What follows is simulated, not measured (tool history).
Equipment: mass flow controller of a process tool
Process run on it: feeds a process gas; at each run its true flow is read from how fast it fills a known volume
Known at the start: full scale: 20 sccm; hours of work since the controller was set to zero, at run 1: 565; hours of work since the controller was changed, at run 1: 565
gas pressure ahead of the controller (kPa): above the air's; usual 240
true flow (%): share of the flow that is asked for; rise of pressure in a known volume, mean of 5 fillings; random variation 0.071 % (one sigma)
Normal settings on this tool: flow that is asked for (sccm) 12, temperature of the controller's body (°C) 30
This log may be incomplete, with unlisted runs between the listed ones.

| run | hour | flow that is asked for (sccm) | gas pressure ahead of the controller (kPa) | temperature of the controller's body (°C) | hours of work since the controller was set to zero | hours of work since the controller was changed | true flow (%) |
|---|---|---|---|---|---|---|---|
| 1 | 0 | 12 | 240 | 30 | 565 | 565 | 99.59 |
| 2 | 133 | 6 | 240 | 30 | 636 | 636 | 99.18 |
| 3 | 265.2 | 6 | 240 | 30 | 707 | 707 | 99.21 |
| 4 | 354.5 | 6 | 240 | 30 | 755 | 755 | 99.38 |
| 5 | 471.6 | 8 | 240 | 30 | 818 | 818 | 99.25 |
| 6 | 547.9 | 12 | 240 | 30 | 859 | 859 | 99.44 |
| 7 | 615.7 | 12 | 240 | 30 | 895 | 895 | 99.51 |
| 8 | 718 | 10 | 240 | 30 | 950 | 950 | 99.35 |
| 9 | 829.1 | 12 | 240 | 30 | 1010 | 1010 | 99.54 |
| 10 | 883.3 | 12 | 240 | 30 | 1039 | 1039 | 99.34 |
| 11 | 1008.3 | 12 | 240 | 30 | 1106 | 1106 | 99.43 |
| 12 | 1128.8 | 12 | 240 | 30 | 1170 | 1170 | 99.46 |
| 13 | 1222.2 | 12 | 240 | 30 | 1221 | 1221 | 99.63 |
| 14 | 1309.8 | 12 | 188 | 27 | 1268 | 1268 | 99.18 |
| 15 | 1394.8 | 6 | 189 | 28 | 1313 | 1313 | 98.97 |
| 16 | 1467.7 | 6 | 189 | 28 | 1352 | 1352 | 99.06 |
|  | 1475.4 | controller's zero set anew |
| 17 | 1596 | 15 | 183 | 31 | 65 | 1421 | 99.85 |
| 18 | 1656.7 | 11 | 230 | 30 | 97 | 1454 | 99.64 |
| 19 | 1745.4 | 11 | 230 | 30 | 145 | 1501 | 99.51 |
| 20 | 1823.8 | 11 | 230 | 30 | 187 | 1543 | 99.57 |
| 21 | 1899 | 12 | 159 | 30 | 227 | 1584 | 99.55 |
| 22 | 1985.7 | 12 | 159 | 30 | 274 | 1630 | 99.65 |
| 23 | 2055.5 | 3 | 273 | 22 | 311 | 1668 | 101.32 |
| 24 | 2113.8 | 10 | 152 | 24 | 343 | 1699 | 98.88 |
| 25 | 2242.5 | 10 | 152 | 24 | 412 | 1768 | 98.67 |

Predict each of these 3 candidate next runs independently; none follows another, all start after run 25:
|  | 2266 | controller's zero set anew, once more |
| A | 2298 | 9 | 222 | 37 | 17 | 1798 | ? |
|  | 2266 | controller's zero set anew, once more |
| B | 2298 | 13 | 240 | 30 | 17 | 1798 | ? |
|  | 2266 | controller's zero set anew, once more |
| C | 2298 | 12 | 240 | 30 | 17 | 1798 | ? |

| run | true flow (%) |
|---|---|
| A | 98.68 |
| B | 98.47 |
| C | 98.31 |
Without the tool's unlogged condition, the same runs would have read:
| run | true flow (%) |
|---|---|
| A | 99.88 |
| B | 99.69 |
| C | 99.53 |

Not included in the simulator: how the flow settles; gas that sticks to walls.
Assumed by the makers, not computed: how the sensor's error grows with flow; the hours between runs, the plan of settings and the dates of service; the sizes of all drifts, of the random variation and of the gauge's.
